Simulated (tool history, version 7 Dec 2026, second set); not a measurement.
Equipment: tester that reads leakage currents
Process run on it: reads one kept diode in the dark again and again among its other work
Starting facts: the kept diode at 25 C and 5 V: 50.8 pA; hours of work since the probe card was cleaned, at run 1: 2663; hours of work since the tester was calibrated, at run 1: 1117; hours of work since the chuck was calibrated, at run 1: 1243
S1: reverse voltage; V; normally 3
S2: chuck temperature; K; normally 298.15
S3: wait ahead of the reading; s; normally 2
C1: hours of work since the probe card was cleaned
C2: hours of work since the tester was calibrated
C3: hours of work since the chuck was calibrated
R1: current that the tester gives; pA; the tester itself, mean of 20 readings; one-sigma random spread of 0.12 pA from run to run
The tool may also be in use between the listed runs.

run 1 day=0 | S1=3 S2=298.15 S3=2 | C1=2663 C2=1117 C3=1243 | R1=41.36
-- day=1.708 probe card cleaned and baked
run 2 day=3.721 | S1=3 S2=298.15 S3=2 | C1=23 C2=1159 C3=1285 | R1=35.18
run 3 day=7.783 | S1=3 S2=298.15 S3=2 | C1=71 C2=1206 C3=1332 | R1=35.4
run 4 day=11.404 | S1=3 S2=298.15 S3=2 | C1=113 C2=1249 C3=1374 | R1=35.41
run 5 day=16.867 | S1=3 S2=298.15 S3=2 | C1=177 C2=1312 C3=1438 | R1=35.49
run 6 day=20.517 | S1=3 S2=298.15 S3=2 | C1=219 C2=1355 C3=1480 | R1=35.47
run 7 day=24.825 | S1=3 S2=298.15 S3=2 | C1=269 C2=1405 C3=1531 | R1=35.53
run 8 day=31.379 | S1=3 S2=298.15 S3=2 | C1=346 C2=1481 C3=1607 | R1=35.52
run 9 day=35.6 | S1=3 S2=298.15 S3=2 | C1=395 C2=1531 C3=1656 | R1=35.42
run 10 day=41.342 | S1=3 S2=298.15 S3=2 | C1=462 C2=1598 C3=1723 | R1=35.65
run 11 day=46.038 | S1=2 S2=298.15 S3=2 | C1=517 C2=1652 C3=1778 | R1=27.85
run 12 day=51.354 | S1=9 S2=319.15 S3=2.9 | C1=579 C2=1714 C3=1840 | R1=330.76
run 13 day=54.933 | S1=9 S2=319.15 S3=2.9 | C1=620 C2=1756 C3=1881 | R1=329.96
run 14 day=59.204 | S1=9.84 S2=319.15 S3=2.9 | C1=670 C2=1806 C3=1931 | R1=348.13
run 15 day=65.1 | S1=9.84 S2=319.15 S3=2.9 | C1=739 C2=1874 C3=2000 | R1=348.47
-- day=66.771 chuck's temperature calibrated
run 16 day=68.579 | S1=5.71 S2=315.15 S3=2.9 | C1=778 C2=1914 C3=21 | R1=205.14
run 17 day=73.642 | S1=1.02 S2=306.15 S3=0.39 | C1=837 C2=1973 C3=80 | R1=38.34
run 18 day=79.733 | S1=3 S2=322.15 S3=0.35 | C1=908 C2=2044 C3=151 | R1=230.95
run 19 day=85.346 | S1=3 S2=316.15 S3=1.72 | C1=974 C2=2109 C3=217 | R1=151
run 20 day=90.862 | S1=1.88 S2=327.15 S3=0.51 | C1=1038 C2=2174 C3=281 | R1=246.11

Branching from run 20: 3 alternative next runs. What would each branch give?
run A day=98.775 | S1=3.31 S2=327.15 S3=0.51 | C1=1130 C2=2266 C3=373 | R1=?
run B day=98.775 | S1=3 S2=298.15 S3=1.69 | C1=1130 C2=2266 C3=373 | R1=?
run C day=98.775 | S1=3 S2=293.15 S3=6.88 | C1=1130 C2=2266 C3=373 | R1=?

run=A R1=339.25
run=B R1=39.18
run=C R1=26.49
Stripped of hidden state, with their random variation kept, the same runs would have yielded:
run=A R1=347.16
run=B R1=38.07
run=C R1=24.97
